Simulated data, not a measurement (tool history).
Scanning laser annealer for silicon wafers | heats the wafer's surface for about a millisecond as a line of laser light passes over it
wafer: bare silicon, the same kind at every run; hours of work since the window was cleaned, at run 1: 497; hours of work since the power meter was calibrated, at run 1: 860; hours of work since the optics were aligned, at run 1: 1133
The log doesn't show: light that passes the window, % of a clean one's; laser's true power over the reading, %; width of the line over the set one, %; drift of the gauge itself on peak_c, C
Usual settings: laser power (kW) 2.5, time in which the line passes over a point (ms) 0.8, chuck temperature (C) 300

run	day	laser power (kW)	time in which the line passes over a point (ms)	chuck temperature (C)	hours of work since the window was cleaned	hours of work since the power meter was calibrated	hours of work since the optics were aligned	highest temperature of the surface (C)
1	0	2.5	0.8	300	497	860	1133	1049
# day 2.042: window over the wafer cleaned
2	2.438	2.5	0.8	300	6	894	1167	1025
3	3.979	2.5	0.8	300	28	916	1189	1022
4	5.979	2.5	0.8	300	57	945	1218	1019
5	8.033	2.5	0.8	300	86	974	1248	1019
6	9.708	2.5	0.8	300	111	999	1272	1017
7	12.883	2.5	0.8	300	157	1044	1318	1009
8	15.746	2.5	0.8	269	198	1086	1359	977
# day 16.558: window over the wafer cleaned, once more
9	17.425	2.5	0.8	300	13	1109	1382	1095
10	20.167	2.5	0.8	300	52	1148	1422	1088
11	23.258	2.5	0.8	300	97	1193	1466	1085
12	25.992	2.5	0.8	285	136	1232	1506	1063
13	27.896	2.5	0.8	285	164	1260	1533	1063
14	30.258	2.5	0.8	285	198	1294	1567	1060
15	31.658	2.268	0.8	300	218	1314	1588	981
16	34.125	2.268	0.8	300	254	1350	1623	981
17	36.246	2.268	0.595	300	284	1380	1654	880
18	38.004	2.493	0.8	300	310	1406	1679	1063
19	40.746	2.493	0.8	300	349	1445	1719	1058
20	42.604	2.493	0.65	300	376	1472	1746	973
21	45.167	2.695	0.817	267	413	1509	1783	1107
22	47.288	2.71	0.582	287	444	1540	1813	987
23	49.567	2.5	0.934	297	477	1573	1846	1111
24	52.242	2.702	0.971	305	515	1611	1885	1216
# day 53.004: window over the wafer cleaned
# day 53.571: optics aligned, line set to its width
25	55.867	2.702	0.971	305	38	1659	33	1280
26	58.5	2.214	0.955	265	76	1697	71	1011
27	61.338	2.214	0.955	265	117	1738	112	1009
28	64.283	2.742	0.74	265	160	1781	155	1108
29	66.667	2.5	0.8	322	194	1815	189	1106
30	69.608	2.174	0.8	333	237	1858	232	983
31	71.142	2.487	0.82	327	259	1880	254	1105
32	73.746	2.487	0.82	327	296	1918	291	1099
33	76.571	2.487	0.82	327	337	1958	332	1098
34	78.729	2.128	0.691	264	368	1990	363	839
35	80.8	2.58	0.797	264	398	2019	393	1052
36	83.212	2.58	0.797	264	433	2054	428	1048
37	84.804	2.243	0.797	323	456	2077	451	978
38	86.475	2.449	0.734	278	480	2101	475	976
39	88.708	2.449	0.734	278	512	2134	507	974
# day 89.704: window over the wafer cleaned
40	91.267	2.449	0.734	278	23	2169	543	1015

Measured less the same run without the tool's hidden state. The same run-to-run variation is in both; the gauge's scatter may not be:
run	highest temperature of the surface (C)
1	-58
2	-85
3	-87
4	-90
5	-93
6	-96
7	-99
8	-104
9	-17
10	-21
11	-26
12	-29
13	-32
14	-36
15	-33
16	-36
17	-33
18	-46
19	-50
20	-47
21	-63
22	-55
23	-68
24	-82
25	-19
26	-18
27	-22
28	-31
29	-31
30	-30
31	-38
32	-42
33	-46
34	-36
35	-54
36	-58
37	-50
38	-55
39	-59
40	-19
